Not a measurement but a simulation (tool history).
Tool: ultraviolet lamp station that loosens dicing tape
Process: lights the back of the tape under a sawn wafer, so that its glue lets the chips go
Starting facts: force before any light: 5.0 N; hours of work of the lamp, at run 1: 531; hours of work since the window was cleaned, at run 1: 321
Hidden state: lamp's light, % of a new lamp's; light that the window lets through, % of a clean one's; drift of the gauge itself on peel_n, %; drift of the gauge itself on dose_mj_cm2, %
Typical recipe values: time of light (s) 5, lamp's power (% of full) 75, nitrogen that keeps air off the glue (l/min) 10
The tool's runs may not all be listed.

run,hour,time of light (s),lamp's power (% of full),nitrogen that keeps air off the glue (l/min),hours of work of the lamp,hours of work since the window was cleaned,force that peels the tape off (N),light that reached the tape (mJ/cm2)
1,0,5,75,10,531,321,0.931,434
2,41.4,5,75,10,550,339,0.904,442
3,90,5,75,10,572,361,0.942,430
4,113.3,5,75,10,582,372,0.916,424
5,164.4,5,75,10,605,395,0.937,426
6,185.9,5,75,10,615,405,0.946,422
# hour 210.4: window cleaned of glue's vapour
7,220.8,5,75,10,631,5,0.884,440
8,258.7,5,64,20,648,22,0.915,375
9,292.1,5,64,16,663,37,1.008,372
10,318.8,3,75,4,675,49,2.218,260
11,365.8,5,95,8,696,70,0.727,540
12,409.5,2,75,7,716,90,2.677,167
13,434.3,3,64,10,727,101,2.187,216

Per-run results on a tool with no hidden state, each run keeping its own random variation:
run,force that peels the tape off (N),light that reached the tape (mJ/cm2)
1,0.658,535
2,0.632,549
3,0.649,539
4,0.626,535
5,0.635,542
6,0.634,540
7,0.638,538
8,0.65,462
9,0.71,461
10,1.837,324
11,0.487,680
12,2.271,213
13,1.732,276
